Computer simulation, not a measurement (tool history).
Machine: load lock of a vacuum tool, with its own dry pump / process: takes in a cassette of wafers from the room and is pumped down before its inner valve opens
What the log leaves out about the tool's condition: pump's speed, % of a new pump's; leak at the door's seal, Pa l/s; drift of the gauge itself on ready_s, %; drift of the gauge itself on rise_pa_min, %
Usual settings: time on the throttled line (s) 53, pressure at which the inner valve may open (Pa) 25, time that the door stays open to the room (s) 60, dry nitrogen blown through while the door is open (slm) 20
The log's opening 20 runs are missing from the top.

| run | hour | time on the throttled line (s) | pressure at which the inner valve may open (Pa) | time that the door stays open to the room (s) | dry nitrogen blown through while the door is open (slm) | hours that the pump has run since its overhaul | times that the door has closed on its seal | incoming humidity of the room's air, % | time from the closed door until the inner valve may open (s) | rise of the pressure with all valves shut (Pa/min) |
|---|---|---|---|---|---|---|---|---|---|---|
| 21 | 5582.4 | 28 | 25 | 99 | 4 | 7157 | 34447 | 45.5 | 82 | 0.347 |
| 22 | 5882.6 | 76 | 32 | 99 | 4 | 7457 | 35797 | 44.8 | 115.6 | 0.367 |
| 23 | 6131.2 | 53 | 25 | 60 | 7 | 7706 | 36916 | 44.8 | 101.9 | 0.368 |
| 24 | 6423.4 | 53 | 25 | 60 | 7 | 7998 | 38229 | 41.8 | 102 | 0.375 |
| 25 | 6585.8 | 53 | 25 | 60 | 7 | 8161 | 38960 | 44.9 | 103.2 | 0.395 |
| 26 | 6836.5 | 53 | 25 | 60 | 7 | 8411 | 40088 | 46.9 | 102.6 | 0.406 |
| 27 | 7082.1 | 35 | 26 | 60 | 7 | 8657 | 41192 | 43.7 | 87.9 | 0.427 |
| 28 | 7394.7 | 85 | 33 | 186 | 9 | 8969 | 42598 | 44.3 | 124.7 | 0.491 |
| 29 | 7669.2 | 53 | 31 | 60 | 20 | 9244 | 43833 | 46.9 | 103.2 | 0.457 |
| 30 | 7838.5 | 53 | 21 | 60 | 20 | 9413 | 44594 | 45.2 | 104.1 | 0.473 |
| 31 | 8121.3 | 60 | 22 | 67 | 13 | 9696 | 45866 | 47.2 | 109.3 | 0.495 |
| 32 | 8399.2 | 60 | 22 | 67 | 13 | 9974 | 47116 | 45 | 109.7 | 0.521 |
| 33 | 8751.6 | 60 | 28 | 67 | 13 | 10326 | 48700 | 47.4 | 106.1 | 0.547 |
| 34 | 9112.7 | 60 | 28 | 31 | 13 | 10687 | 50324 | 48.7 | 108.1 | 0.583 |
|  | 9227.5 | door's seal changed, seat wiped |
| 35 | 9490.4 | 60 | 28 | 31 | 5 | 11064 | 1182 | 45.9 | 109.6 | 0.025 |
| 36 | 9798.9 | 60 | 28 | 31 | 5 | 11372 | 2570 | 45.3 | 109.1 | 0.041 |

Forecast each of these 4 alternatives for the next run:
| A | 9957.2 | 68 | 25 | 50 | 35 | 11530 | 3282 | 46.3 | ? | ? |
| B | 9957.2 | 87 | 28 | 71 | 37 | 11530 | 3282 | 46.8 | ? | ? |
| C | 9957.2 | 68 | 26 | 31 | 11 | 11530 | 3282 | 47.1 | ? | ? |
| D | 9957.2 | 60 | 31 | 69 | 10 | 11530 | 3282 | 45.1 | ? | ? |

| run | time from the closed door until the inner valve may open (s) | rise of the pressure with all valves shut (Pa/min) |
|---|---|---|
| A | 114.7 | 0.03 |
| B | 128.5 | 0.036 |
| C | 114.3 | 0.034 |
| D | 108.8 | 0.047 |
Without the tool's hidden state the same runs would have given:
| run | time from the closed door until the inner valve may open (s) | rise of the pressure with all valves shut (Pa/min) |
|---|---|---|
| A | 107.4 | 0.018 |
| B | 122 | 0.023 |
| C | 107.1 | 0.022 |
| D | 101.5 | 0.035 |
